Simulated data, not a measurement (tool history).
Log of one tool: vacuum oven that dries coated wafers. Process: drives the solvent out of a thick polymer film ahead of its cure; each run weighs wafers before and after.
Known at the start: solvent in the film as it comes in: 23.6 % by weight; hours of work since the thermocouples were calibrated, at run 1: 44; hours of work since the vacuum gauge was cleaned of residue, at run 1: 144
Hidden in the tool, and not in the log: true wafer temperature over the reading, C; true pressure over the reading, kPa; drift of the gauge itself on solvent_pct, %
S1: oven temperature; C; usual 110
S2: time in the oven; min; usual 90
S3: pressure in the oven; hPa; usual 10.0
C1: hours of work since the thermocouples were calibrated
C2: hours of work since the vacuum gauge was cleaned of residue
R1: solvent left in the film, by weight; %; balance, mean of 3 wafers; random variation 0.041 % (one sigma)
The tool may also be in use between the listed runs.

Run 1, day 0.000: usual settings; C1 44; C2 144. Result: R1 3.47 %.
Run 2, day 0.258: usual settings; C1 48; C2 148. Result: R1 3.48 %.
Run 3, day 0.567: usual settings; C1 52; C2 152. Result: R1 3.51 %.
Run 4, day 1.054: usual settings; C1 59; C2 160. Result: R1 3.56 %.
Run 5, day 1.479: usual settings but S2 61 min; C1 66; C2 166. Result: R1 5.96 %.
Run 6, day 2.000: usual settings but S2 61 min; C1 73; C2 174. Result: R1 5.96 %.
Run 7, day 2.308: usual settings but S2 61 min; C1 78; C2 178. Result: R1 6.00 %.
Run 8, day 2.679: usual settings but S1 108 C; C1 83; C2 184. Result: R1 4.17 %.
Run 9, day 2.983: usual settings but S1 123 C; C1 88; C2 188. Result: R1 0.65 %.
Run 10, day 3.450: usual settings but S1 123 C; C1 94; C2 195. Result: R1 0.71 %.
Run 11, day 3.875: usual settings but S1 123 C, S2 109 min; C1 101; C2 201. Result: R1 0.53 %.
Run 12, day 4.200: usual settings but S1 123 C, S2 109 min; C1 106; C2 206. Result: R1 0.52 %.
Run 13, day 4.462: usual settings; C1 109; C2 210. Result: R1 3.58 %.
Run 14, day 4.788: usual settings; C1 114; C2 215. Result: R1 3.40 %.
Run 15, day 5.246: usual settings; C1 121; C2 221. Result: R1 3.56 %.
Run 16, day 5.600: usual settings; C1 126; C2 226. Result: R1 3.50 %.
Run 17, day 6.062: usual settings but S3 8.8 hPa; C1 133; C2 233. Result: R1 3.57 %.
Run 18, day 6.433: usual settings but S3 8.8 hPa; C1 138; C2 239. Result: R1 3.49 %.
Run 19, day 6.654: usual settings but S3 11.8 hPa; C1 142; C2 242. Result: R1 3.60 %.
Run 20, day 7.038: usual settings; C1 147; C2 248. Result: R1 3.60 %.
Run 21, day 7.512: usual settings but S1 106 C, S2 79 min; C1 154; C2 255. Result: R1 6.03 %.
At day 7.629: oven's thermocouples calibrated.
Run 22, day 8.071: usual settings but S1 118 C, S2 56 min; C1 7; C2 262. Result: R1 3.52 %.
Run 23, day 8.396: usual settings but S1 118 C, S2 56 min; C1 11; C2 266. Result: R1 3.56 %.
Run 24, day 8.721: usual settings but S1 118 C, S2 56 min; C1 16; C2 271. Result: R1 3.49 %.
Run 25, day 8.942: usual settings but S1 100 C, S2 75 min, S3 5.7 hPa; C1 19; C2 274. Result: R1 8.70 %.
Run 26, day 9.292: usual settings but S1 100 C, S2 75 min, S3 5.7 hPa; C1 24; C2 280. Result: R1 8.76 %.
At day 9.650: oven's thermocouples calibrated, once more.
Run 27, day 9.679: usual settings but S1 100 C, S2 75 min, S3 5.7 hPa; C1 0; C2 284. Result: R1 8.68 %.
Run 28, day 10.188: usual settings but S1 100 C, S2 75 min, S3 5.7 hPa; C1 8; C2 291. Result: R1 8.69 %.
Run 29, day 10.467: usual settings but S1 100 C, S2 75 min, S3 36.4 hPa; C1 12; C2 296. Result: R1 9.72 %.
Run 30, day 10.825: usual settings but S1 105 C, S2 78 min, S3 10.3 hPa; C1 17; C2 301. Result: R1 6.34 %.
Run 31, day 11.158: usual settings but S1 97 C, S2 81 min, S3 20.3 hPa; C1 22; C2 306. Result: R1 9.86 %.
Run 32, day 11.638: usual settings but S1 117 C, S2 45 min, S3 20.3 hPa; C1 29; C2 313. Result: R1 5.42 %.
Run 33, day 12.029: usual settings but S1 117 C, S2 45 min, S3 20.3 hPa; C1 35; C2 319. Result: R1 5.45 %.
Run 34, day 12.500: usual settings but S1 108 C; C1 42; C2 325. Result: R1 4.19 %.
Run 35, day 12.921: usual settings but S2 116 min, S3 10.7 hPa; C1 48; C2 332. Result: R1 2.30 %.
Run 36, day 13.238: usual settings but S1 96 C, S2 54 min, S3 37.4 hPa; C1 53; C2 336. Result: R1 13.39 %.
Run 37, day 13.571: usual settings but S1 100 C, S2 99 min, S3 37.4 hPa; C1 58; C2 341. Result: R1 7.91 %.
Run 38, day 13.946: usual settings but S2 142 min, S3 14.7 hPa; C1 63; C2 347. Result: R1 1.67 %.
Run 39, day 14.475: usual settings but S1 114 C, S3 25.8 hPa; C1 71; C2 354. Result: R1 2.81 %.

Some steps in R1 between neighbouring runs. How much of each would the tool show without its hidden state too (settings, what came in, random variation), and how much is left for the hidden state, with any gauge scatter that isn't in both results?
Run 8 -> 9: S1 108 -> 123. R1 -3.52 %: hidden state +0.04, all else -3.56.
Run 26 -> 27: oven's thermocouples calibrated, once more. R1 -0.08 %: hidden state -0.11, all else +0.03.
Run 35 -> 36: S1 110 -> 96, S2 116 -> 54, S3 10.7 -> 37.4. R1 +11.09 %: hidden state -0.02, all else +11.11.
Run 36 -> 37: S1 96 -> 100, S2 54 -> 99. R1 -5.48 %: hidden state +0.00, all else -5.48.
Run 37 -> 38: S1 100 -> 110, S2 99 -> 142, S3 37.4 -> 14.7. R1 -6.24 %: hidden state +0.05, all else -6.29.
